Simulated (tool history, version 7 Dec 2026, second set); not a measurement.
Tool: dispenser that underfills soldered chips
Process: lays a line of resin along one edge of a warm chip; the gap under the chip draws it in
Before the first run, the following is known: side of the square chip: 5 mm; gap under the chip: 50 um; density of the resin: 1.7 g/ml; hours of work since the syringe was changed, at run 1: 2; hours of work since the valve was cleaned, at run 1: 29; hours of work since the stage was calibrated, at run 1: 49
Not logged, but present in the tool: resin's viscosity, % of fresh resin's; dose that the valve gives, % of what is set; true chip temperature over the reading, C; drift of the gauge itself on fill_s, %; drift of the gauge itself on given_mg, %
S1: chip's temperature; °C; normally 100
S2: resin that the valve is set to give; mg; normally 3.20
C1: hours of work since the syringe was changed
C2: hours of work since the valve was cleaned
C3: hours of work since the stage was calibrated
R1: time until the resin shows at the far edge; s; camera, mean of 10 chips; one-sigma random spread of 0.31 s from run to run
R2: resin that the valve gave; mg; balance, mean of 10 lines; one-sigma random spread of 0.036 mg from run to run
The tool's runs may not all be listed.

run   hour   S1    S2  C1  C2   C3    R1    R2
  1    0.0  100  3.20   2  29   49   9.5  3.07
       6.1  -- new syringe of resin
  2    9.9  100  3.20   3  36   55  10.1  3.13
      14.5  -- new syringe of resin
  3   19.4   91  3.20   4  43   62  13.5  3.15
      23.3  -- new syringe of resin
      31.3  -- new syringe of resin
  4   35.2   98  3.20   3  54   73  10.4  2.98
      39.6  -- new syringe of resin
      48.0  -- new syringe of resin
  5   48.1   98  3.20   0  63   82   9.0  3.01
      56.1  -- new syringe of resin
  6   61.5   98  3.20   4  72   91  11.2  3.02
      64.9  -- new syringe of resin
      73.7  -- new syringe of resin
      74.7  -- dispensing valve cleaned and set on the balance
  7   77.4   98  3.20   2   2  101  10.0  3.23
      83.1  -- new syringe of resin
  8   86.6  106  3.20   2   8  108   7.8  3.17
      91.8  -- new syringe of resin
      99.8  -- new syringe of resin
  9  100.5   97  3.92   0  18  117   9.6  3.84
     108.8  -- new syringe of resin
 10  113.3  108  2.82   3  27  126   8.0  2.86
     117.4  -- new syringe of resin
 11  124.2   99  3.34   5  34  134  11.8  3.25
     125.5  -- new syringe of resin
     133.4  -- new syringe of resin
 12  135.6   86  3.78   2  42  141  15.4  3.62
     142.5  -- new syringe of resin
     150.7  -- new syringe of resin
 13  151.5  114  3.78   1  53  152   5.7  3.62
     159.4  -- new syringe of resin
 14  159.4  107  3.96   0  59  158   6.4  3.73
     167.5  -- new syringe of resin
 15  171.8  115  3.33   3  67  167   5.9  3.15
     175.9  -- new syringe of resin
 16  182.8  115  2.71   5  75  174   6.9  2.56

Branching from run 16: 4 alternative next runs. What would each branch give?
     184.2  -- new syringe of resin
     191.5  -- dispensing valve cleaned and set on the balance
     194.2  -- new syringe of resin
  A  194.4   97  3.21   0   2  181   ?   ?
     184.2  -- new syringe of resin
     191.5  -- dispensing valve cleaned and set on the balance
     194.2  -- new syringe of resin
  B  194.4  114  3.22   0   2  181   ?   ?
     184.2  -- new syringe of resin
     191.5  -- dispensing valve cleaned and set on the balance
     194.2  -- new syringe of resin
  C  194.4  107  2.71   0   2  181   ?   ?
     184.2  -- new syringe of resin
     191.5  -- dispensing valve cleaned and set on the balance
     194.2  -- new syringe of resin
  D  194.4  106  2.84   0   2  181   ?   ?

run   R1    R2
  A  9.9  3.21
  B  5.6  3.19
  C  7.5  2.77
  D  7.8  2.81
Had the tool no hidden state, the same runs would have come out as:
run   R1    R2
  A  9.5  3.22
  B  5.4  3.20
  C  7.2  2.78
  D  7.5  2.82
